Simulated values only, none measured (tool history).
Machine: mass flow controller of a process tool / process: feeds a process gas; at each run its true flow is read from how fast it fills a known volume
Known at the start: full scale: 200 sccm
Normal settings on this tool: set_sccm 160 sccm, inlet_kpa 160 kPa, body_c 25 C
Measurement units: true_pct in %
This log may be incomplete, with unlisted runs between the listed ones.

run    hour  set_sccm  inlet_kpa  body_c  true_pct
  1     0.0       160        160      25     99.69
  2   182.9        55        160      25     99.19
  3   389.3        28        160      25     99.68
  4   563.3        28        160      25     99.45
  5   711.9       160        160      25     99.67
  6   817.4       160        160      25     99.75
  7   925.3       160        160      25     99.58
  8  1056.7       160        160      25     99.57
  9  1256.2       160        160      25     99.79
 10  1359.0        22        160      25     99.96
 11  1475.1        22        160      25    100.12
 12  1571.9        22        160      25    100.32
 13  1720.0       160        160      25     99.67
 14  1830.3       179        164      25     99.70
 15  1979.2       136        170      29     99.67
 16  2146.0       136        170      29     99.86
 17  2294.6        55        240      32     99.65
 18  2420.1       160        182      23     99.43
 19  2614.8       160        182      29     99.81
 20  2746.6        68        217      28     99.44
 21  2907.0       160        218      33     99.95
 22  3079.7        24        194      25    100.45
 23  3272.0       122        194      28     99.56
 24  3448.3       160        160      24     99.54
 25  3638.8       160        160      24     99.46

Predict each of these 4 candidate next runs independently; none follows another, all start after run 25:
  A  3766.3        95        270      24         ?
  B  3766.3       117        252      25         ?
  C  3766.3        90        173      25         ?
  D  3766.3       143        160      29         ?

run  true_pct
  A     98.95
  B     99.21
  C     99.25
  D     99.75
What these runs would have given with no unlogged condition in the tool:
run  true_pct
  A     98.92
  B     99.31
  C     99.19
  D     99.94

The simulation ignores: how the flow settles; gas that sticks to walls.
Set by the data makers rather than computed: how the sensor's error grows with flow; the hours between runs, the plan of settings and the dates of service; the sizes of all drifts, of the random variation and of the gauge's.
